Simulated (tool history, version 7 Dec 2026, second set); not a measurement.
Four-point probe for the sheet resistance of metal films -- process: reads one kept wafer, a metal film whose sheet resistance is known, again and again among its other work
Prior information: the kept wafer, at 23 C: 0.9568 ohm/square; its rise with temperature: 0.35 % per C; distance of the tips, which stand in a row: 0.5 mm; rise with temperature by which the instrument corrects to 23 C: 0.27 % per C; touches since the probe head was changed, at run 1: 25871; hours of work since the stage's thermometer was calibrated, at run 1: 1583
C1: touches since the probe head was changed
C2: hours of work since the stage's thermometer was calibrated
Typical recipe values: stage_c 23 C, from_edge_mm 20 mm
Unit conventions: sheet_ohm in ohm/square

Run 1, hour 0: usual settings; C1 25871; C2 1583. Result: sheet_ohm 0.955403 ohm/square.
Run 2, hour 26.4: usual settings but from_edge_mm 6 mm; C1 26548; C2 1598. Result: sheet_ohm 0.958361 ohm/square.
Run 3, hour 41: usual settings but from_edge_mm 6 mm; C1 26921; C2 1606. Result: sheet_ohm 0.958615 ohm/square.
Run 4, hour 67.6: usual settings; C1 27603; C2 1621. Result: sheet_ohm 0.955146 ohm/square.
Run 5, hour 90.2: usual settings; C1 28182; C2 1633. Result: sheet_ohm 0.954365 ohm/square.
Run 6, hour 122.2: usual settings; C1 29004; C2 1651. Result: sheet_ohm 0.954854 ohm/square.
Run 7, hour 137: usual settings but stage_c 30 C, from_edge_mm 16 mm; C1 29382; C2 1659. Result: sheet_ohm 0.96007 ohm/square.
At hour 154.6: stage's thermometer calibrated.
Run 8, hour 166.6: usual settings but stage_c 32 C, from_edge_mm 71 mm; C1 30127; C2 7. Result: sheet_ohm 0.961792 ohm/square.
Run 9, hour 197.3: usual settings but stage_c 32 C, from_edge_mm 71 mm; C1 30914; C2 23. Result: sheet_ohm 0.962442 ohm/square.
Run 10, hour 221.5: usual settings but stage_c 32 C, from_edge_mm 71 mm; C1 31537; C2 37. Result: sheet_ohm 0.961758 ohm/square.

What if the next run were any one of these 5? Each begins from the tool's condition after run 10:
Run A, hour 245.9: usual settings but stage_c 30 C, from_edge_mm 10 mm; C1 32161; C2 50. Result: sheet_ohm ?.
Run B, hour 245.9: usual settings but stage_c 30 C, from_edge_mm 6 mm; C1 32161; C2 50. Result: sheet_ohm ?.
Run C, hour 245.9: usual settings but stage_c 26 C, from_edge_mm 10 mm; C1 32161; C2 50. Result: sheet_ohm ?.
Run D, hour 245.9: usual settings but stage_c 32 C, from_edge_mm 6 mm; C1 32161; C2 50. Result: sheet_ohm ?.
Run E, hour 245.9: usual settings but stage_c 19 C, from_edge_mm 7 mm; C1 32161; C2 50. Result: sheet_ohm ?.

run  sheet_ohm
  A   0.961957
  B   0.963869
  C   0.958861
  D   0.965384
  E   0.954923
Had the tool no hidden state, the same runs would have come out as:
run  sheet_ohm
  A   0.963579
  B   0.965495
  C   0.960476
  D   0.967014
  E   0.956525

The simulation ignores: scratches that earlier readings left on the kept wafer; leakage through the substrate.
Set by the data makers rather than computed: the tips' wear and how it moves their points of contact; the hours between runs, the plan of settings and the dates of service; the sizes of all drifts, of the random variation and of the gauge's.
